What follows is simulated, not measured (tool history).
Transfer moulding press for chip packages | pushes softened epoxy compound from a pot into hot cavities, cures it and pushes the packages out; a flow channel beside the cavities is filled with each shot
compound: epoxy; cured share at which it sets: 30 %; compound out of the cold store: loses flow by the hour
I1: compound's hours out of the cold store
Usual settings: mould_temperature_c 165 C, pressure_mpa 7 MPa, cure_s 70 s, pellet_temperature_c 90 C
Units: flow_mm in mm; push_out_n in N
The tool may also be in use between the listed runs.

Run 1, hour 0: usual settings; I1 16. Result: flow_mm 539 mm, push_out_n 520 N.
Run 2, hour 7.5: usual settings; I1 25.2. Result: flow_mm 513 mm, push_out_n 534 N.
Run 3, hour 13.5: usual settings; I1 29.5. Result: flow_mm 503 mm, push_out_n 538 N.
Run 4, hour 25: usual settings; I1 36.3. Result: flow_mm 490 mm, push_out_n 441 N.
Run 5, hour 29.3: usual settings; I1 38.7. Result: flow_mm 485 mm, push_out_n 461 N.
Run 6, hour 35: usual settings but mould_temperature_c 168 C; I1 39.4. Result: flow_mm 478 mm, push_out_n 431 N.
Run 7, hour 39.5: usual settings but mould_temperature_c 168 C; I1 18. Result: flow_mm 522 mm, push_out_n 460 N.
Run 8, hour 44.1: usual settings but mould_temperature_c 168 C; I1 45.1. Result: flow_mm 468 mm, push_out_n 469 N.
Run 9, hour 48.7: usual settings but mould_temperature_c 168 C; I1 16.5. Result: flow_mm 522 mm, push_out_n 489 N.
Run 10, hour 58.8: usual settings but mould_temperature_c 168 C; I1 25.6. Result: flow_mm 502 mm, push_out_n 504 N.
Run 11, hour 68: usual settings but mould_temperature_c 168 C, cure_s 68 s; I1 25.4. Result: flow_mm 501 mm, push_out_n 387 N.
Run 12, hour 75.7: usual settings but mould_temperature_c 162 C, cure_s 68 s; I1 39.1. Result: flow_mm 489 mm, push_out_n 549 N.
Run 13, hour 84.8: usual settings but pellet_temperature_c 82 C; I1 25.6. Result: flow_mm 506 mm, push_out_n 517 N.
Run 14, hour 92.4: usual settings but pellet_temperature_c 82 C; I1 25.2. Result: flow_mm 507 mm, push_out_n 540 N.
Run 15, hour 100.6: usual settings; I1 13.9. Result: flow_mm 530 mm, push_out_n 539 N.
Run 16, hour 111.3: usual settings but mould_temperature_c 159 C, pressure_mpa 5.51 MPa, cure_s 71 s, pellet_temperature_c 84 C; I1 13.5. Result: flow_mm 482 mm, push_out_n 639 N.
Run 17, hour 121.1: usual settings but mould_temperature_c 159 C, pressure_mpa 5.51 MPa, cure_s 71 s, pellet_temperature_c 84 C; I1 25.7. Result: flow_mm 459 mm, push_out_n 671 N.
Run 18, hour 131.6: usual settings but pressure_mpa 8.74 MPa, pellet_temperature_c 97 C; I1 42.5. Result: flow_mm 521 mm, push_out_n 486 N.
Run 19, hour 136.9: usual settings but mould_temperature_c 161 C, cure_s 79 s; I1 19.3. Result: flow_mm 523 mm, push_out_n 528 N.
Run 20, hour 145.6: usual settings but mould_temperature_c 167 C, pressure_mpa 8.72 MPa, cure_s 79 s; I1 24.4. Result: flow_mm 553 mm, push_out_n 472 N.
Run 21, hour 153: usual settings but mould_temperature_c 170 C, pressure_mpa 5.44 MPa, cure_s 102 s, pellet_temperature_c 86 C; I1 36. Result: flow_mm 413 mm, push_out_n 342 N.
Run 22, hour 157.5: usual settings but mould_temperature_c 170 C, pressure_mpa 5.44 MPa, cure_s 83 s, pellet_temperature_c 88 C; I1 40.3. Result: flow_mm 407 mm, push_out_n 356 N.
Run 23, hour 165.1: usual settings but mould_temperature_c 170 C, pressure_mpa 5.44 MPa, cure_s 83 s, pellet_temperature_c 94 C; I1 14.7. Result: flow_mm 446 mm, push_out_n 392 N.
Run 24, hour 170.5: usual settings but cure_s 81 s; I1 11.5. Result: flow_mm 524 mm, push_out_n 447 N.
Run 25, hour 177: usual settings but mould_temperature_c 171 C, pellet_temperature_c 85 C; I1 21.9. Result: flow_mm 492 mm, push_out_n 446 N.
Run 26, hour 181.5: usual settings but mould_temperature_c 171 C, pellet_temperature_c 85 C; I1 31.6. Result: flow_mm 472 mm, push_out_n 462 N.
Run 27, hour 188.3: usual settings but mould_temperature_c 160 C, cure_s 92 s, pellet_temperature_c 82 C; I1 18.8. Result: flow_mm 526 mm, push_out_n 492 N.
Run 28, hour 196.9: usual settings but mould_temperature_c 168 C; I1 14.1. Result: flow_mm 513 mm, push_out_n 393 N.
Run 29, hour 202: usual settings but mould_temperature_c 161 C, cure_s 91 s; I1 33.6. Result: flow_mm 486 mm, push_out_n 389 N.
Run 30, hour 209.3: usual settings but mould_temperature_c 164 C, pressure_mpa 8.54 MPa, cure_s 71 s; I1 46. Result: flow_mm 503 mm, push_out_n 470 N.

Not shown: 5 entries that the log had between the listed runs. Between which runs, and how does the tool's hidden state differ before and after?
Between runs 3 and 4: cavities cleaned with cleaning compound and waxed (hour 18.7)
  pressure that reaches the compound, % of what is set: 94.63 -> 94.28; grip of the stained cavities, % over clean ones': 37.4 -> 9.6
  measured less the result without the state, flow_mm: -15 -> -16 mm; push_out_n: +139 -> +30 N
Between runs 10 and 11: cavities cleaned with cleaning compound and waxed (hour 62.5)
  true mould temperature over the reading, C: 0.5 -> 0.51; pressure that reaches the compound, % of what is set: 93.01 -> 92.73; grip of the stained cavities, % over clean ones': 37.8 -> 8.3
  measured less the result without the state, flow_mm: -19 -> -20 mm; push_out_n: +134 -> +25 N
Between runs 15 and 16: cavities cleaned with cleaning compound and waxed (hour 106.4)
  pressure that reaches the compound, % of what is set: 91.47 -> 91.14; grip of the stained cavities, % over clean ones': 35.8 -> 7.5
  measured less the result without the state, flow_mm: -26 -> -24 mm; push_out_n: +134 -> +20 N
Between runs 20 and 21: cavities cleaned with cleaning compound and waxed (hour 150.1)
  pressure that reaches the compound, % of what is set: 89.76 -> 89.56; grip of the stained cavities, % over clean ones': 36.6 -> 4.4
  measured less the result without the state, flow_mm: -32 -> -24 mm; push_out_n: +125 -> +14 N
Between runs 27 and 28: cavities cleaned with cleaning compound and waxed (hour 193.8)
  true mould temperature over the reading, C: 0.57 -> 0.58; pressure that reaches the compound, % of what is set: 88.19 -> 87.91; grip of the stained cavities, % over clean ones': 35.7 -> 5.9
  measured less the result without the state, flow_mm: -36 -> -35 mm; push_out_n: +125 -> +17 N
